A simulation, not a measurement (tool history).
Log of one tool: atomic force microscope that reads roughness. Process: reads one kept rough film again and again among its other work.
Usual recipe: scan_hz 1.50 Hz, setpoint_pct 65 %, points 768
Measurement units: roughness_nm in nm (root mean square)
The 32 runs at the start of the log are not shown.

run 33 hour=699.0 | scan_hz=1.27 setpoint_pct=58 points=666 | roughness_nm=1.184
-- hour=716.6 height scale calibrated on a step standard, once more
run 34 hour=718.0 | scan_hz=1.27 setpoint_pct=58 points=666 | roughness_nm=1.160
run 35 hour=742.5 | scan_hz=1.37 setpoint_pct=65 points=275 | roughness_nm=1.136
run 36 hour=761.4 | scan_hz=2.86 setpoint_pct=56 points=409 | roughness_nm=1.117
run 37 hour=780.3 | scan_hz=2.80 setpoint_pct=69 points=454 | roughness_nm=1.054
run 38 hour=800.9 | scan_hz=2.80 setpoint_pct=69 points=454 | roughness_nm=1.046
run 39 hour=821.2 | scan_hz=2.80 setpoint_pct=69 points=454 | roughness_nm=1.034
run 40 hour=844.2 | scan_hz=3.85 setpoint_pct=59 points=603 | roughness_nm=1.059
run 41 hour=869.7 | scan_hz=0.77 setpoint_pct=70 points=265 | roughness_nm=1.086
-- hour=880.7 new tip fitted
run 42 hour=899.4 | scan_hz=2.49 setpoint_pct=74 points=550 | roughness_nm=1.070
run 43 hour=913.2 | scan_hz=0.95 setpoint_pct=65 points=384 | roughness_nm=1.163
run 44 hour=944.7 | scan_hz=0.95 setpoint_pct=65 points=591 | roughness_nm=1.160
run 45 hour=963.4 | scan_hz=1.50 setpoint_pct=70 points=279 | roughness_nm=1.100
run 46 hour=985.6 | scan_hz=0.64 setpoint_pct=65 points=979 | roughness_nm=1.152

Here are 3 independent what-if runs from the current tool condition. What would each one return?
run A hour=1001.2 | scan_hz=3.18 setpoint_pct=65 points=979 | roughness_nm=?
run B hour=1001.2 | scan_hz=1.50 setpoint_pct=65 points=442 | roughness_nm=?
run C hour=1001.2 | scan_hz=1.50 setpoint_pct=76 points=768 | roughness_nm=?

run=A roughness_nm=1.058
run=B roughness_nm=1.110
run=C roughness_nm=1.080
With no hidden state in the tool, these same runs would have given:
run=A roughness_nm=1.099
run=B roughness_nm=1.152
run=C roughness_nm=1.121

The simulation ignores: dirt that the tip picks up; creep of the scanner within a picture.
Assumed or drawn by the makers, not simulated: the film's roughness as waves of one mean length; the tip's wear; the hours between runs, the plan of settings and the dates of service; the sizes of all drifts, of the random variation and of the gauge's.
